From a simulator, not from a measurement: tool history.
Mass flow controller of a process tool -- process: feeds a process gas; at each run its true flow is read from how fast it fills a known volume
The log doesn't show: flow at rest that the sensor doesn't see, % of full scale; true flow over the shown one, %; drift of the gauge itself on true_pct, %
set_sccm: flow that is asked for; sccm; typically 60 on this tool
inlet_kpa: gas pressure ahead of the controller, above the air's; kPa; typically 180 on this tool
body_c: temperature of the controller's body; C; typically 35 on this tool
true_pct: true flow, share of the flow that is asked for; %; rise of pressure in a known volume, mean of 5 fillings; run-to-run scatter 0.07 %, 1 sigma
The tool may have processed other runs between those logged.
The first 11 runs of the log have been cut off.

run,hour,set_sccm,inlet_kpa,body_c,hours of work since the controller was set to zero,hours of work since the controller was changed,true_pct
12,595.6,60,180,35,3995,3995,100.69
13,650.7,60,180,27,4035,4035,100.02
14,728.0,60,180,23,4091,4091,99.90
15,773.8,60,252,35,4125,4125,101.11
16,826.1,60,252,35,4163,4163,101.05
17,888.6,60,180,35,4208,4208,100.68
18,968.6,60,239,35,4267,4267,101.05
# hour 975.0: controller's zero set anew
19,1006.3,60,180,35,23,4294,100.71
20,1055.1,60,180,35,58,4329,100.77
21,1101.1,60,180,35,92,4363,100.73
# hour 1158.1: controller's zero set anew, once more
22,1162.4,60,180,35,3,4407,100.02
23,1197.4,60,180,35,29,4432,100.08
24,1258.4,60,180,35,73,4477,100.01
25,1332.0,60,266,35,127,4530,100.74
26,1396.7,60,268,38,174,4578,100.85
27,1442.6,60,159,26,207,4611,99.47
28,1526.3,22,220,35,268,4672,100.17
29,1592.7,21,216,35,317,4720,100.34
30,1656.4,21,216,35,363,4767,100.31
31,1716.1,21,216,35,406,4810,100.25
32,1753.2,71,232,31,433,4837,100.31

The next listed run, before its measurement:
33,1793.4,140,147,31,463,4867,?

true_pct: 100.39 %
If the tool had no hidden condition, the same run with the same run-to-run variation would have returned true_pct 99.51 %.
